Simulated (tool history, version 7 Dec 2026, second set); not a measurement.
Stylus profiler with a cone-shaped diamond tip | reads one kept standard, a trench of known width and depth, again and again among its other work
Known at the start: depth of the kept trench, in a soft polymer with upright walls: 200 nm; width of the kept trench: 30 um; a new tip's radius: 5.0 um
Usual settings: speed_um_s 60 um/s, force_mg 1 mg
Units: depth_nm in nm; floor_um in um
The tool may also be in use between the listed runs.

run	day	speed_um_s	force_mg	depth_nm	floor_um
1	0	60	1	200.41	26.14
2	1.712	60	1	200.46	26.12
3	3.133	60	2.43	201.22	26.25
4	4.979	60	0.47	200.1	25.97
5	5.908	60	0.82	200.26	26.1
6	7.408	89	1.32	200.66	26.01
7	8.933	89	1.32	200.66	26.04
8	10.133	60	2.42	201.13	26.15
9	12.196	20	2.38	200.94	26.26
10	14.012	75	1.27	200.59	25.94

Forecast each of these 5 alternatives for the next run:
A	15.683	20	0.55	?	?
B	15.683	56	0.38	?	?
C	15.683	174	2.68	?	?
D	15.683	24	0.44	?	?
E	15.683	89	0.47	?	?

run	depth_nm	floor_um
A	200.05	26.15
B	199.91	25.93
C	201.17	25.85
D	200.14	26.14
E	199.99	25.76
Without the tool's hidden state the same runs would have given:
run	depth_nm	floor_um
A	200.59	27.04
B	200.45	26.82
C	201.71	26.74
D	200.69	27.03
E	200.53	26.65

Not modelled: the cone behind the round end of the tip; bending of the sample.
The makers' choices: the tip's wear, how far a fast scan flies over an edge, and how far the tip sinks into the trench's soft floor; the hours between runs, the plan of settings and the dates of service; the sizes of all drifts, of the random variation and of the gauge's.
